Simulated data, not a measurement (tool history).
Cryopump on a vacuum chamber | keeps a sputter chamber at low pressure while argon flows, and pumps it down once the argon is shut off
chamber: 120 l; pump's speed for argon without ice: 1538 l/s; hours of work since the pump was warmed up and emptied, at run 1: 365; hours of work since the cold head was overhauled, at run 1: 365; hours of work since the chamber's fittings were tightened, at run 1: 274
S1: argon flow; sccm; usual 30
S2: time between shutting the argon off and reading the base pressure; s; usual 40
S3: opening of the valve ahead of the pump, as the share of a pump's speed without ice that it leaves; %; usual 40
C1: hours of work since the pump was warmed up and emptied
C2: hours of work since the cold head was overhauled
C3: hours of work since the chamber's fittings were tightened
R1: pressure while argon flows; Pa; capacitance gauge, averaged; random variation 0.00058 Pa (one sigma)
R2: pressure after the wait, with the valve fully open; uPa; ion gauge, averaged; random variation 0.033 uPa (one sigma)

run 1 hour=0 | S1=30 S2=40 S3=40 | C1=365 C2=365 C3=274 | R1=0.0883 R2=2.05
run 2 hour=28.5 | S1=30 S2=40 S3=40 | C1=385 C2=385 C3=294 | R1=0.0879 R2=2.02
run 3 hour=49.4 | S1=30 S2=40 S3=40 | C1=400 C2=400 C3=309 | R1=0.0885 R2=2.11
run 4 hour=75.2 | S1=30 S2=40 S3=40 | C1=418 C2=418 C3=327 | R1=0.0891 R2=2.07
run 5 hour=87.4 | S1=30 S2=40 S3=40 | C1=427 C2=427 C3=336 | R1=0.0899 R2=2.16
run 6 hour=104.9 | S1=30 S2=40 S3=40 | C1=439 C2=439 C3=348 | R1=0.0902 R2=2.21
run 7 hour=131.9 | S1=30 S2=40 S3=40 | C1=458 C2=458 C3=367 | R1=0.0906 R2=2.13
run 8 hour=156.1 | S1=30 S2=40 S3=40 | C1=475 C2=475 C3=385 | R1=0.0902 R2=2.11
run 9 hour=178.6 | S1=30 S2=40 S3=40 | C1=491 C2=491 C3=401 | R1=0.0899 R2=2.13
run 10 hour=194.9 | S1=30 S2=40 S3=40 | C1=503 C2=503 C3=412 | R1=0.0917 R2=2.22
-- hour=208.6 pump warmed up, emptied and cooled again
run 11 hour=229.1 | S1=30 S2=40 S3=40 | C1=15 C2=524 C3=433 | R1=0.0834 R2=2.07
run 12 hour=257 | S1=30 S2=40 S3=40 | C1=34 C2=543 C3=453 | R1=0.0831 R2=2.21
run 13 hour=271.1 | S1=18 S2=40 S3=15 | C1=44 C2=553 C3=463 | R1=0.1326 R2=2.17
run 14 hour=298.3 | S1=18 S2=30 S3=58 | C1=64 C2=573 C3=482 | R1=0.0343 R2=2.67
run 15 hour=320.2 | S1=18 S2=30 S3=58 | C1=79 C2=588 C3=497 | R1=0.035 R2=2.64
run 16 hour=340.9 | S1=13 S2=169 S3=32 | C1=94 C2=603 C3=512 | R1=0.0453 R2=1
run 17 hour=368.9 | S1=13 S2=169 S3=15 | C1=114 C2=623 C3=532 | R1=0.0954 R2=1.02
run 18 hour=396.8 | S1=48 S2=287 S3=24 | C1=134 C2=643 C3=552 | R1=0.2237 R2=0.94
run 19 hour=412.4 | S1=48 S2=287 S3=24 | C1=145 C2=654 C3=563 | R1=0.2237 R2=0.91
run 20 hour=432.6 | S1=17 S2=40 S3=40 | C1=159 C2=668 C3=577 | R1=0.0478 R2=2.3
run 21 hour=457.8 | S1=30 S2=191 S3=25 | C1=177 C2=686 C3=595 | R1=0.1351 R2=1.07
run 22 hour=472.9 | S1=30 S2=191 S3=25 | C1=187 C2=697 C3=606 | R1=0.135 R2=1.05

Run 23 comes next. What will it give?
run 23 hour=494.1 | S1=25 S2=34 S3=25 | C1=203 C2=712 C3=621 | R1=? R2=?

Run 23 gave R1 0.1121 Pa, R2 2.54 uPa.
Without the tool's hidden state the same run would have given R1 0.1091 Pa, R2 1.94 uPa.
